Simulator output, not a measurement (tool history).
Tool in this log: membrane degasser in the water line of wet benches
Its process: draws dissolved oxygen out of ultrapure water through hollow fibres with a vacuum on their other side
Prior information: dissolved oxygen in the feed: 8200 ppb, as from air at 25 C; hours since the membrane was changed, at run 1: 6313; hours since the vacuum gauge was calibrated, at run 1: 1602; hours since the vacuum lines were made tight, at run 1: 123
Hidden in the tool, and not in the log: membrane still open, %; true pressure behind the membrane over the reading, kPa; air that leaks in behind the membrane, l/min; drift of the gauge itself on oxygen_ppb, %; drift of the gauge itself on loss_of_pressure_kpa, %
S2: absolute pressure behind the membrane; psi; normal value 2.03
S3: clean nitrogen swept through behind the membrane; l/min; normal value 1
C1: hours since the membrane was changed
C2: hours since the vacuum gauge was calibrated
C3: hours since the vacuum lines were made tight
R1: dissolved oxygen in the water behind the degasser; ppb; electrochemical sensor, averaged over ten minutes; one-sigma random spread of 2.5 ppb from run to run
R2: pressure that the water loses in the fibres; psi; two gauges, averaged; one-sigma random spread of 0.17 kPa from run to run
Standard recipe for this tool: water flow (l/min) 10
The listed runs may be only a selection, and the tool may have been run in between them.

run 1 hour=0 | water_flow_(l/min)=10 S2=2.03 S3=1 | C1=6313 C2=1602 C3=123 | R1=255.8 R2=3.696
run 2 hour=133.8 | water_flow_(l/min)=10 S2=2.03 S3=1 | C1=6447 C2=1736 C3=257 | R1=250.2 R2=3.703
run 3 hour=256.1 | water_flow_(l/min)=10 S2=1.44 S3=1 | C1=6570 C2=1858 C3=379 | R1=160.2 R2=3.703
run 4 hour=438.7 | water_flow_(l/min)=10 S2=2.03 S3=1 | C1=6752 C2=2041 C3=562 | R1=253.8 R2=3.742
run 5 hour=516.3 | water_flow_(l/min)=10 S2=2.03 S3=1.46 | C1=6830 C2=2118 C3=640 | R1=176.4 R2=3.72
run 6 hour=648 | water_flow_(l/min)=10 S2=2.03 S3=1 | C1=6962 C2=2250 C3=771 | R1=249.6 R2=3.706
run 7 hour=757.7 | water_flow_(l/min)=10 S2=2.03 S3=1 | C1=7071 C2=2360 C3=881 | R1=245.6 R2=3.672
run 8 hour=847.3 | water_flow_(l/min)=10 S2=2.03 S3=1 | C1=7161 C2=2449 C3=971 | R1=255.5 R2=3.713
run 9 hour=990 | water_flow_(l/min)=11 S2=2.03 S3=1 | C1=7303 C2=2592 C3=1113 | R1=273.6 R2=4.118
run 10 hour=1155.2 | water_flow_(l/min)=10 S2=2.03 S3=1 | C1=7469 C2=2757 C3=1279 | R1=244.2 R2=3.738
run 11 hour=1260 | water_flow_(l/min)=10 S2=2.03 S3=1 | C1=7573 C2=2862 C3=1383 | R1=249.5 R2=3.751
run 12 hour=1409 | water_flow_(l/min)=10 S2=2.03 S3=0.76 | C1=7722 C2=3011 C3=1532 | R1=313.6 R2=3.671
run 13 hour=1511.6 | water_flow_(l/min)=10 S2=2.03 S3=0.92 | C1=7825 C2=3114 C3=1635 | R1=276.7 R2=3.72
run 14 hour=1623.2 | water_flow_(l/min)=15 S2=2.03 S3=1 | C1=7937 C2=3225 C3=1747 | R1=366.1 R2=5.614
run 15 hour=1751.2 | water_flow_(l/min)=15 S2=2.03 S3=1 | C1=8065 C2=3353 C3=1875 | R1=368.6 R2=5.614
run 16 hour=1863.3 | water_flow_(l/min)=15 S2=2.03 S3=1 | C1=8177 C2=3465 C3=1987 | R1=368.4 R2=5.572
run 17 hour=1973.4 | water_flow_(l/min)=10 S2=4.84 S3=1 | C1=8287 C2=3575 C3=2097 | R1=666 R2=3.735
run 18 hour=2072.5 | water_flow_(l/min)=10 S2=4.84 S3=1.66 | C1=8386 C2=3674 C3=2196 | R1=420.5 R2=3.767
run 19 hour=2218 | water_flow_(l/min)=16 S2=1.75 S3=1.58 | C1=8532 C2=3820 C3=2341 | R1=222.7 R2=5.933
run 20 hour=2295 | water_flow_(l/min)=7 S2=1.22 S3=2.03 | C1=8608 C2=3897 C3=2418 | R1=44.5 R2=2.598
run 21 hour=2425.4 | water_flow_(l/min)=7 S2=1.22 S3=0.41 | C1=8739 C2=4027 C3=2549 | R1=196.7 R2=2.612
run 22 hour=2564.8 | water_flow_(l/min)=10 S2=1.26 S3=2.97 | C1=8878 C2=4167 C3=2688 | R1=47.6 R2=3.713
run 23 hour=2643 | water_flow_(l/min)=10 S2=3.03 S3=1 | C1=8957 C2=4245 C3=2766 | R1=402.4 R2=3.727
run 24 hour=2811.9 | water_flow_(l/min)=10 S2=3.16 S3=1 | C1=9125 C2=4414 C3=2935 | R1=425.9 R2=3.683
run 25 hour=2961.4 | water_flow_(l/min)=8 S2=3.65 S3=2.55 | C1=9275 C2=4563 C3=3085 | R1=169.9 R2=2.976
run 26 hour=3053.8 | water_flow_(l/min)=10 S2=2.49 S3=0.66 | C1=9367 C2=4656 C3=3177 | R1=461.1 R2=3.72

Run 27 has not been measured yet. What should we expect?
run 27 hour=3202.8 | water_flow_(l/min)=11 S2=4.53 S3=1.34 | C1=9516 C2=4805 C3=3326 | R1=? R2=?

Run 27 yielded R1 517.2 ppb, R2 4.081 psi.
On a tool with no hidden condition, and with the same random variation, this run would have come out at R1 516.2 ppb, R2 4.067 psi.

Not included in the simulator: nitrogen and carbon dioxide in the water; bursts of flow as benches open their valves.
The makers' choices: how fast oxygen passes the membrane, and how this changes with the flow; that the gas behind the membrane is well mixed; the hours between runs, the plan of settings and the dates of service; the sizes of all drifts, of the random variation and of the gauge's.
